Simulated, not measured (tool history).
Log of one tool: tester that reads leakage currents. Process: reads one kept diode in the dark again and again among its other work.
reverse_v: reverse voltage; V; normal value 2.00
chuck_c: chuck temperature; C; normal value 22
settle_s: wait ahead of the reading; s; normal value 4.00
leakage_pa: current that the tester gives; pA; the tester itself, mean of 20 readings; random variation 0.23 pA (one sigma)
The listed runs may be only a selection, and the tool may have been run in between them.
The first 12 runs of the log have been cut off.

| run | hour | reverse_v | chuck_c | settle_s | hours of work since the probe card was cleaned | hours of work since the tester was calibrated | hours of work since the chuck was calibrated | leakage_pa |
|---|---|---|---|---|---|---|---|---|
| 13 | 1061.1 | 2.00 | 27 | 4.00 | 1114 | 2157 | 546 | 109.57 |
| 14 | 1183.9 | 2.00 | 27 | 4.00 | 1177 | 2221 | 610 | 109.98 |
| 15 | 1271.5 | 2.00 | 28 | 4.00 | 1223 | 2266 | 655 | 117.60 |
| 16 | 1331.9 | 2.00 | 28 | 4.00 | 1254 | 2297 | 686 | 118.30 |
| 17 | 1440.8 | 2.00 | 28 | 4.00 | 1310 | 2353 | 742 | 118.69 |
| 18 | 1544.1 | 2.00 | 22 | 4.00 | 1363 | 2406 | 795 | 76.21 |
| 19 | 1598.8 | 2.00 | 22 | 4.00 | 1391 | 2434 | 823 | 76.39 |
| 20 | 1666.0 | 7.12 | 38 | 4.00 | 1426 | 2469 | 858 | 436.40 |

The next listed run, before its measurement:
| 21 | 1764.8 | 2.00 | 33 | 2.23 | 1477 | 2520 | 909 | ? |

leakage_pa: 166.83 pA
With the hidden condition absent and the run-to-run variation left alone, this run would have shown leakage_pa 166.57 pA.
